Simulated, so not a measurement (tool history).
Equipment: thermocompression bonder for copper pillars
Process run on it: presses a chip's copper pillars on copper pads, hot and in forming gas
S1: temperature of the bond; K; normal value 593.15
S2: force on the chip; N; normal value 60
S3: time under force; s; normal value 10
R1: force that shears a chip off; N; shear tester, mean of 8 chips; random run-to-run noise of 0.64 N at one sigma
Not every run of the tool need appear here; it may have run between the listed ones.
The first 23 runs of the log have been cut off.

run	hour	S1	S2	S3	R1
24	1357	597.15	62	10	71.7
25	1432.6	597.15	62	10	72.6
26	1470.1	569.15	60	9	51
27	1509.7	593.15	42	10	55.1
28	1586.3	593.15	42	10	56.1
29	1621.2	614.15	48	9	71
30	1668.7	593.15	60	8	64.6
31	1745.2	614.15	70	6	77.3
32	1820.6	600.15	44	15	68
# hour 1838.3: forming gas filter changed
33	1859.4	595.15	45	9	58
34	1929.7	588.15	67	10	68.8
35	1988	604.15	52	7	65.1
36	2051.7	604.15	52	7	64.9
37	2112.7	595.15	44	7	52
38	2160.3	566.15	46	10	43.1
39	2235	616.15	85	10	91
40	2315.3	616.15	85	10	89.4

Below are 4 alternative next runs, each starting from the tool's condition after run 40. Predict each:
A	2351.2	618.15	89	14	?
B	2351.2	616.15	85	6	?
C	2351.2	593.15	39	30	?
D	2351.2	619.15	74	6	?

run	R1
A	94.9
B	84.6
C	73.7
D	82.1
Had the tool no hidden state, the same runs would have come out as:
run	R1
A	95.4
B	84.9
C	74
D	82.4
